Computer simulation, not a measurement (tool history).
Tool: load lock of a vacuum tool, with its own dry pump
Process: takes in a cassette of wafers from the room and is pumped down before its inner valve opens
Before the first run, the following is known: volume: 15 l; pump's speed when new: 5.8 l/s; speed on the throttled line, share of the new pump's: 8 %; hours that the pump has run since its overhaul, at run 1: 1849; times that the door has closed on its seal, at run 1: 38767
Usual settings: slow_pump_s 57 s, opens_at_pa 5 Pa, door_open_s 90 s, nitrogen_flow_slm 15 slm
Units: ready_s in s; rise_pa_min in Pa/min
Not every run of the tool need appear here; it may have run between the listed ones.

| run | hour | slow_pump_s | opens_at_pa | door_open_s | nitrogen_flow_slm | hours that the pump has run since its overhaul | times that the door has closed on its seal | incoming humidity of the room's air, % | ready_s | rise_pa_min |
|---|---|---|---|---|---|---|---|---|---|---|
| 1 | 0 | 57 | 5 | 90 | 15 | 1849 | 38767 | 42 | 78.6 | 0.568 |
| 2 | 137.2 | 57 | 5 | 90 | 18 | 1986 | 39384 | 42.9 | 78.7 | 0.586 |
| 3 | 254.1 | 57 | 5 | 90 | 15 | 2103 | 39910 | 47.3 | 79 | 0.586 |
| 4 | 504 | 57 | 5 | 90 | 15 | 2353 | 41035 | 44.5 | 78.7 | 0.629 |
| 5 | 617.5 | 57 | 5 | 90 | 15 | 2466 | 41546 | 46.1 | 78.5 | 0.632 |
| 6 | 822.1 | 57 | 5 | 90 | 15 | 2671 | 42467 | 42.8 | 79.1 | 0.662 |
|  | 1017.1 | door's seal changed, seat wiped |
| 7 | 1057.4 | 57 | 5 | 90 | 15 | 2905 | 181 | 46.4 | 78.7 | 0.049 |
| 8 | 1274.7 | 57 | 5 | 90 | 15 | 3122 | 1159 | 43.1 | 78.6 | 0.047 |
| 9 | 1392.6 | 57 | 5 | 90 | 15 | 3240 | 1690 | 40.8 | 79.5 | 0.053 |
| 10 | 1574.5 | 57 | 5 | 90 | 15 | 3422 | 2509 | 43.2 | 79.1 | 0.057 |
| 11 | 1781 | 57 | 5 | 90 | 15 | 3628 | 3438 | 43.4 | 79.7 | 0.059 |
| 12 | 1993.9 | 57 | 5 | 90 | 15 | 3841 | 4397 | 44.8 | 79.4 | 0.069 |
| 13 | 2201.9 | 57 | 6 | 90 | 15 | 4049 | 5333 | 45.1 | 78.5 | 0.081 |
| 14 | 2386.5 | 61 | 5 | 90 | 15 | 4234 | 6164 | 44.7 | 82.7 | 0.083 |
| 15 | 2571.2 | 57 | 5 | 90 | 15 | 4418 | 6995 | 46.2 | 79.1 | 0.084 |
| 16 | 2782.7 | 57 | 5 | 90 | 15 | 4630 | 7947 | 47.5 | 79.3 | 0.095 |
| 17 | 2958.7 | 57 | 10 | 90 | 15 | 4806 | 8739 | 42.4 | 76.9 | 0.099 |
| 18 | 3124.7 | 57 | 10 | 90 | 15 | 4972 | 9486 | 42.5 | 76.7 | 0.103 |
| 19 | 3308.7 | 57 | 10 | 90 | 15 | 5156 | 10314 | 44.5 | 77.5 | 0.116 |
| 20 | 3549 | 57 | 10 | 90 | 15 | 5396 | 11396 | 43.9 | 77.1 | 0.123 |
| 21 | 3678.5 | 52 | 7 | 90 | 15 | 5526 | 11979 | 47 | 73.6 | 0.128 |
| 22 | 3849.5 | 52 | 7 | 90 | 15 | 5697 | 12748 | 45.9 | 73.2 | 0.133 |
| 23 | 3962.7 | 103 | 7 | 90 | 15 | 5810 | 13258 | 46.1 | 120.7 | 0.138 |
| 24 | 4087.6 | 101 | 8 | 61 | 15 | 5935 | 13821 | 48.4 | 118.5 | 0.145 |
| 25 | 4214.8 | 31 | 5 | 143 | 7 | 6062 | 14393 | 45.3 | 55.2 | 0.188 |
| 26 | 4401.6 | 82 | 10 | 91 | 15 | 6249 | 15234 | 42 | 100.1 | 0.166 |
| 27 | 4646.3 | 108 | 9 | 91 | 15 | 6494 | 16335 | 45.9 | 124.6 | 0.179 |
| 28 | 4875.1 | 57 | 5 | 59 | 9 | 6722 | 17365 | 44.4 | 79.9 | 0.183 |
| 29 | 5093.9 | 57 | 5 | 90 | 17 | 6941 | 18350 | 45 | 79.6 | 0.195 |
| 30 | 5329.1 | 57 | 6 | 90 | 17 | 7176 | 19408 | 46.3 | 78.8 | 0.22 |
| 31 | 5441.6 | 57 | 5 | 26 | 21 | 7289 | 19915 | 45.5 | 79.5 | 0.2 |
| 32 | 5664.2 | 31 | 4 | 81 | 34 | 7511 | 20917 | 44.6 | 56.7 | 0.226 |
| 33 | 5775.9 | 57 | 5 | 109 | 15 | 7623 | 21420 | 41.7 | 79.2 | 0.246 |
| 34 | 6001.7 | 60 | 7 | 87 | 8 | 7849 | 22436 | 45.5 | 80.8 | 0.276 |
| 35 | 6140.2 | 60 | 7 | 87 | 8 | 7987 | 23059 | 40.6 | 81.2 | 0.286 |
| 36 | 6343.1 | 57 | 9 | 101 | 27 | 8190 | 23972 | 46.3 | 78 | 0.273 |
| 37 | 6484.2 | 55 | 9 | 90 | 5 | 8331 | 24607 | 46.5 | 76.7 | 0.319 |

Each row is a separate what-if for the run after 37, all from the same tool condition, not one after another. Results?
| A | 6635.4 | 57 | 5 | 183 | 22 | 8483 | 25288 | 47.4 | ? | ? |
| B | 6635.4 | 55 | 9 | 29 | 5 | 8483 | 25288 | 44.7 | ? | ? |
| C | 6635.4 | 58 | 5 | 90 | 12 | 8483 | 25288 | 44.9 | ? | ? |
| D | 6635.4 | 54 | 9 | 90 | 5 | 8483 | 25288 | 44.7 | ? | ? |

| run | ready_s | rise_pa_min |
|---|---|---|
| A | 79.7 | 0.323 |
| B | 76 | 0.29 |
| C | 80.3 | 0.308 |
| D | 75.8 | 0.323 |
Had the tool no hidden state, the same runs would have come out as:
| run | ready_s | rise_pa_min |
|---|---|---|
| A | 78.6 | 0.065 |
| B | 75 | 0.032 |
| C | 79.2 | 0.053 |
| D | 74.7 | 0.07 |
